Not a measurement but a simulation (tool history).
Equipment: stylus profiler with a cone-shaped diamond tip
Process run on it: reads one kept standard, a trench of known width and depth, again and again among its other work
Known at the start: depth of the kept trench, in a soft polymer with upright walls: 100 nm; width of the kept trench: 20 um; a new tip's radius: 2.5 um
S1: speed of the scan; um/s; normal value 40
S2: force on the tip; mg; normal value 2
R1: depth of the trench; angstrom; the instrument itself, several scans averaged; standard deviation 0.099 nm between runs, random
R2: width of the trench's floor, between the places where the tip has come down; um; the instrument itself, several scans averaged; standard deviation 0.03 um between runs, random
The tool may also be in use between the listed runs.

run   hour  S1    S2      R1     R2
  1      0  40     2  1003.7  18.36
  2   24.3  40     2  1002.3  18.39
  3   70.1  40     2  1003.3  18.37
  4   96.6  40     2  1005.6  18.34
  5    119  40     2  1002.7  18.35
  6  137.8  40     2  1004.2  18.32
  7  178.7  62  1.51  1003.3  18.15
  8  211.8  29  0.67  1002.4   18.3
  9  256.1  57  2.01  1002.8  18.23
 10  284.5  81  5.11  1007.5   18.3
 11  317.1  81  5.11  1007.3  18.28
 12  340.5  81  5.11  1007.8  18.24

Forecast each of these 5 alternatives for the next run:
  A  386.8  36  2.47   ?   ?
  B  386.8  34  0.69   ?   ?
  C  386.8  49  1.92   ?   ?
  D  386.8  47  5.32   ?   ?
  E  386.8  81  0.71   ?   ?

run      R1     R2
  A  1003.9   18.4
  B  1001.2  18.26
  C  1002.6  18.29
  D  1009.4  18.36
  E   999.1  17.83
With no hidden state in the tool, these same runs would have given:
run      R1     R2
  A  1006.7  18.45
  B    1004  18.31
  C  1005.5  18.34
  D  1012.3  18.41
  E    1002  17.88
